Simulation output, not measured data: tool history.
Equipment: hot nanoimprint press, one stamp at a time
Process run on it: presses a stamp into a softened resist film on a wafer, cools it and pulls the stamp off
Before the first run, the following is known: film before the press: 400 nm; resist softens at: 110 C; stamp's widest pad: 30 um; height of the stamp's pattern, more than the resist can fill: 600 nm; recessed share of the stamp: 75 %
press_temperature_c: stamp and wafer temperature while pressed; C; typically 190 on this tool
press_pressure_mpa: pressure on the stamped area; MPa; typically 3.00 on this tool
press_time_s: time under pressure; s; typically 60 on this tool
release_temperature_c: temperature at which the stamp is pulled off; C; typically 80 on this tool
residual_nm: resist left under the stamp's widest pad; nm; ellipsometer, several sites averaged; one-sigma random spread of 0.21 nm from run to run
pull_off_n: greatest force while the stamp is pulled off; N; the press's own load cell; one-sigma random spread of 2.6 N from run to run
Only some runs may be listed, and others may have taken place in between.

{"run": 1, "day": 0.0, "press_temperature_c": 190, "press_pressure_mpa": 3.0, "press_time_s": 60, "release_temperature_c": 80, "residual_nm": 222.4, "pull_off_n": 223}
{"run": 2, "day": 0.417, "press_temperature_c": 190, "press_pressure_mpa": 3.0, "press_time_s": 60, "release_temperature_c": 80, "residual_nm": 222.4, "pull_off_n": 228}
{"run": 3, "day": 0.867, "press_temperature_c": 190, "press_pressure_mpa": 3.0, "press_time_s": 60, "release_temperature_c": 80, "residual_nm": 222.3, "pull_off_n": 225}
{"run": 4, "day": 1.104, "press_temperature_c": 190, "press_pressure_mpa": 3.0, "press_time_s": 60, "release_temperature_c": 80, "residual_nm": 222.6, "pull_off_n": 221}
{"run": 5, "day": 1.65, "press_temperature_c": 190, "press_pressure_mpa": 3.0, "press_time_s": 60, "release_temperature_c": 80, "residual_nm": 222.3, "pull_off_n": 224}
{"run": 6, "day": 1.946, "press_temperature_c": 190, "press_pressure_mpa": 3.0, "press_time_s": 37, "release_temperature_c": 80, "residual_nm": 259.3, "pull_off_n": 227}
{"run": 7, "day": 2.375, "press_temperature_c": 190, "press_pressure_mpa": 3.0, "press_time_s": 60, "release_temperature_c": 80, "residual_nm": 222.5, "pull_off_n": 224}
{"run": 8, "day": 2.692, "press_temperature_c": 190, "press_pressure_mpa": 2.72, "press_time_s": 60, "release_temperature_c": 80, "residual_nm": 230.7, "pull_off_n": 224}
{"run": 9, "day": 3.154, "press_temperature_c": 190, "press_pressure_mpa": 2.72, "press_time_s": 60, "release_temperature_c": 80, "residual_nm": 230.3, "pull_off_n": 227}
{"run": 10, "day": 3.521, "press_temperature_c": 190, "press_pressure_mpa": 2.72, "press_time_s": 60, "release_temperature_c": 80, "residual_nm": 230.4, "pull_off_n": 225}
{"run": 11, "day": 3.825, "press_temperature_c": 178, "press_pressure_mpa": 2.72, "press_time_s": 60, "release_temperature_c": 80, "residual_nm": 314.0, "pull_off_n": 224}
{"run": 12, "day": 4.125, "press_temperature_c": 190, "press_pressure_mpa": 3.0, "press_time_s": 60, "release_temperature_c": 80, "residual_nm": 222.7, "pull_off_n": 226}
{"run": 13, "day": 4.425, "press_temperature_c": 190, "press_pressure_mpa": 4.28, "press_time_s": 60, "release_temperature_c": 80, "residual_nm": 193.9, "pull_off_n": 223}
{"run": 14, "day": 4.967, "press_temperature_c": 190, "press_pressure_mpa": 3.0, "press_time_s": 60, "release_temperature_c": 80, "residual_nm": 222.6, "pull_off_n": 229}
{"run": 15, "day": 5.296, "press_temperature_c": 190, "press_pressure_mpa": 3.0, "press_time_s": 60, "release_temperature_c": 80, "residual_nm": 222.3, "pull_off_n": 228}
{"run": 16, "day": 5.579, "press_temperature_c": 187, "press_pressure_mpa": 3.16, "press_time_s": 61, "release_temperature_c": 86, "residual_nm": 238.2, "pull_off_n": 198}
{"run": 17, "day": 5.95, "press_temperature_c": 187, "press_pressure_mpa": 3.16, "press_time_s": 61, "release_temperature_c": 86, "residual_nm": 238.5, "pull_off_n": 199}
{"run": 18, "day": 6.362, "press_temperature_c": 190, "press_pressure_mpa": 4.32, "press_time_s": 51, "release_temperature_c": 80, "residual_nm": 205.2, "pull_off_n": 224}
{"run": 19, "day": 6.879, "press_temperature_c": 190, "press_pressure_mpa": 4.32, "press_time_s": 51, "release_temperature_c": 80, "residual_nm": 205.2, "pull_off_n": 225}
{"run": 20, "day": 7.221, "press_temperature_c": 190, "press_pressure_mpa": 4.32, "press_time_s": 51, "release_temperature_c": 80, "residual_nm": 205.4, "pull_off_n": 225}
{"run": 21, "day": 7.721, "press_temperature_c": 190, "press_pressure_mpa": 3.0, "press_time_s": 110, "release_temperature_c": 80, "residual_nm": 177.8, "pull_off_n": 228}
{"run": 22, "day": 8.175, "press_temperature_c": 190, "press_pressure_mpa": 3.0, "press_time_s": 110, "release_temperature_c": 80, "residual_nm": 178.0, "pull_off_n": 226}
{"day": 8.492, "done": "stamp cleaned and given a new release coat"}
{"run": 23, "day": 8.825, "press_temperature_c": 190, "press_pressure_mpa": 3.0, "press_time_s": 110, "release_temperature_c": 80, "residual_nm": 178.3, "pull_off_n": 225}
{"run": 24, "day": 9.15, "press_temperature_c": 190, "press_pressure_mpa": 3.0, "press_time_s": 60, "release_temperature_c": 72, "residual_nm": 222.6, "pull_off_n": 265}

What does the tool deliver on the next run?
{"run": 25, "day": 9.5, "press_temperature_c": 190, "press_pressure_mpa": 2.19, "press_time_s": 60, "release_temperature_c": 82, "residual_nm": "?", "pull_off_n": "?"}

Run 25 yielded residual_nm 247.9 nm, pull_off_n 213 N.
Had the tool carried no hidden state, the very same run would have given residual_nm 248.0 nm, pull_off_n 213 N.
